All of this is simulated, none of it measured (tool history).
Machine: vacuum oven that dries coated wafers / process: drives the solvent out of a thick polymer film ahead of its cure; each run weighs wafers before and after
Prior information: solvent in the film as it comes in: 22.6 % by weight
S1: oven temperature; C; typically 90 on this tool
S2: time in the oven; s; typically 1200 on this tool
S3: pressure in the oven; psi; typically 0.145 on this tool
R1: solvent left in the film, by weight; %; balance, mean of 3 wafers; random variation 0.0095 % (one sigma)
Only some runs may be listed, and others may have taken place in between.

run,hour,S1,S2,S3,R1
1,0,90,1200,0.145,1.135
2,21.7,101,1200,0.145,0.371
3,49.9,101,1200,0.145,0.379
4,86.7,90,1200,0.145,1.136
5,105.5,83,1200,0.145,2.649
6,145.7,83,1200,0.145,2.642
7,172.7,83,1200,0.145,2.651
8,192.8,83,1200,0.145,2.629
9,225.3,83,1200,0.145,2.626
10,259.7,83,1200,0.409,3.5
11,276,83,1200,0.409,3.504
12,311.7,83,1020,0.409,4.216
13,331.4,90,1200,0.145,1.114
14,365.9,90,1200,0.145,1.12
15,401.6,90,1200,0.145,1.127
16,425.5,84,1200,0.145,2.307
17,452.8,90,1200,0.145,1.115
18,490.9,90,1200,0.145,1.094
19,523.8,90,1200,0.526,2.148
20,552.3,90,1200,0.526,2.154
21,591.4,90,1200,0.526,2.163
22,624.6,90,1200,0.526,2.137
23,641.4,90,1200,0.526,2.145
24,666.2,90,1200,0.526,2.141
25,706.7,100,960,0.331,0.876
26,734.9,100,960,0.331,0.884
27,764.6,103,1200,0.225,0.496
28,795.4,103,1200,0.144,0.361
29,822.3,103,1200,0.144,0.371
30,840.2,85,720,0.146,4.344
31,879.5,99,1200,0.145,0.452
# hour 884.1: oven's thermocouples calibrated
32,912.4,99,600,0.186,1.314
33,928.8,99,1200,0.238,0.633
34,959.4,91,1560,0.238,0.929
35,976,91,1560,0.144,0.689
36,998.2,100,1200,0.145,0.427
37,1014.6,87,1740,0.102,0.745
# hour 1038.2: oven's thermocouples calibrated, once more
38,1042.1,83,1740,0.1,1.448
39,1064.6,83,1740,0.1,1.461
40,1101,83,1740,0.1,1.473
41,1124.4,90,780,0.145,2.711
42,1146.1,81,1320,0.171,3.166
43,1183.9,81,780,0.171,6.116
44,1205.1,81,780,0.171,6.123
# hour 1239.8: vacuum gauge cleaned of residue and calibrated
45,1239.8,90,1200,0.438,1.881
46,1259.2,98,1440,0.438,0.974
47,1286.9,98,1440,0.438,0.96
48,1318.4,90,1200,0.464,1.952

Alternative continuations, all from the tool just after run 48; predict every row:
A,1356.6,90,660,0.244,?
B,1356.6,90,1200,0.145,?
C,1356.6,81,780,0.145,?

run,R1
A,3.529
B,1.051
C,5.731
Had the tool no hidden state, the same runs would have come out as:
run,R1
A,3.561
B,1.055
C,5.771

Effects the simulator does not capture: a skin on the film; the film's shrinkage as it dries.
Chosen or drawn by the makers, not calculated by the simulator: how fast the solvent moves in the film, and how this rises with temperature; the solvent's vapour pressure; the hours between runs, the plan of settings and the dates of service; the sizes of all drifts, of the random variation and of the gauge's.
